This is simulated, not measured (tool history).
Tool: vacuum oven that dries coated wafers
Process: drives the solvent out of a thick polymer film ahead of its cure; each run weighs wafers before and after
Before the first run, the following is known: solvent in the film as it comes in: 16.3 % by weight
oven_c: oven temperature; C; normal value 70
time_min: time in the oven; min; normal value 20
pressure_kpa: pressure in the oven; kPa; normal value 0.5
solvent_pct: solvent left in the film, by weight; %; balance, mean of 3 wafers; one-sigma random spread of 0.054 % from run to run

Run 1, day 0: usual settings. Result: solvent_pct 2.3 %.
Run 2, day 1.829: usual settings. Result: solvent_pct 2.35 %.
Run 3, day 3.146: usual settings. Result: solvent_pct 2.34 %.
Run 4, day 5.508: usual settings but oven_c 59 C. Result: solvent_pct 5.91 %.
Run 5, day 7.8: usual settings. Result: solvent_pct 2.44 %.
Run 6, day 9.117: usual settings but oven_c 56 C. Result: solvent_pct 6.93 %.
Run 7, day 10.208: usual settings. Result: solvent_pct 2.4 %.
Run 8, day 11.321: usual settings but oven_c 69 C. Result: solvent_pct 2.57 %.
Run 9, day 13.271: usual settings but oven_c 69 C. Result: solvent_pct 2.56 %.
Run 10, day 14.871: usual settings but time_min 32 min. Result: solvent_pct 1.15 %.
Run 11, day 16.296: usual settings. Result: solvent_pct 2.4 %.
Run 12, day 18.575: usual settings but pressure_kpa 0.749 kPa. Result: solvent_pct 2.63 %.
Run 13, day 20.917: usual settings but pressure_kpa 0.749 kPa. Result: solvent_pct 2.71 %.
Run 14, day 22.212: usual settings but time_min 22 min. Result: solvent_pct 2.16 %.
Run 15, day 24.571: usual settings but time_min 22 min. Result: solvent_pct 2.07 %.
Run 16, day 25.662: usual settings. Result: solvent_pct 2.51 %.
Run 17, day 27.929: usual settings. Result: solvent_pct 2.43 %.
Run 18, day 29.442: usual settings but time_min 11 min, pressure_kpa 0.752 kPa. Result: solvent_pct 5.31 %.
Run 19, day 31.675: usual settings but pressure_kpa 1.163 kPa. Result: solvent_pct 2.99 %.
Run 20, day 32.792: usual settings but oven_c 57 C, pressure_kpa 0.453 kPa. Result: solvent_pct 6.92 %.
Run 21, day 34.917: usual settings but time_min 35 min, pressure_kpa 1.699 kPa. Result: solvent_pct 1.85 %.
Run 22, day 36.85: usual settings but time_min 35 min, pressure_kpa 1.699 kPa. Result: solvent_pct 1.91 %.
Run 23, day 38.812: usual settings but oven_c 82 C, time_min 22 min, pressure_kpa 0.458 kPa. Result: solvent_pct 0.51 %.
Run 24, day 39.829: usual settings but oven_c 66 C, pressure_kpa 0.61 kPa. Result: solvent_pct 3.83 %.
Run 25, day 41.512: usual settings but oven_c 66 C, pressure_kpa 0.61 kPa. Result: solvent_pct 3.96 %.
Run 26, day 42.962: usual settings but oven_c 66 C, time_min 22 min, pressure_kpa 0.339 kPa. Result: solvent_pct 3.32 %.
Run 27, day 43.942: usual settings but oven_c 66 C, time_min 22 min, pressure_kpa 0.339 kPa. Result: solvent_pct 3.4 %.

Forecast run 28:
Run 28, day 45.508: usual settings but oven_c 66 C, time_min 22 min, pressure_kpa 0.339 kPa. Result: solvent_pct ?.

Run 28 yielded solvent_pct 3.37 %.
With the hidden condition absent and the run-to-run variation left alone, this run would have shown solvent_pct 2.54 %.

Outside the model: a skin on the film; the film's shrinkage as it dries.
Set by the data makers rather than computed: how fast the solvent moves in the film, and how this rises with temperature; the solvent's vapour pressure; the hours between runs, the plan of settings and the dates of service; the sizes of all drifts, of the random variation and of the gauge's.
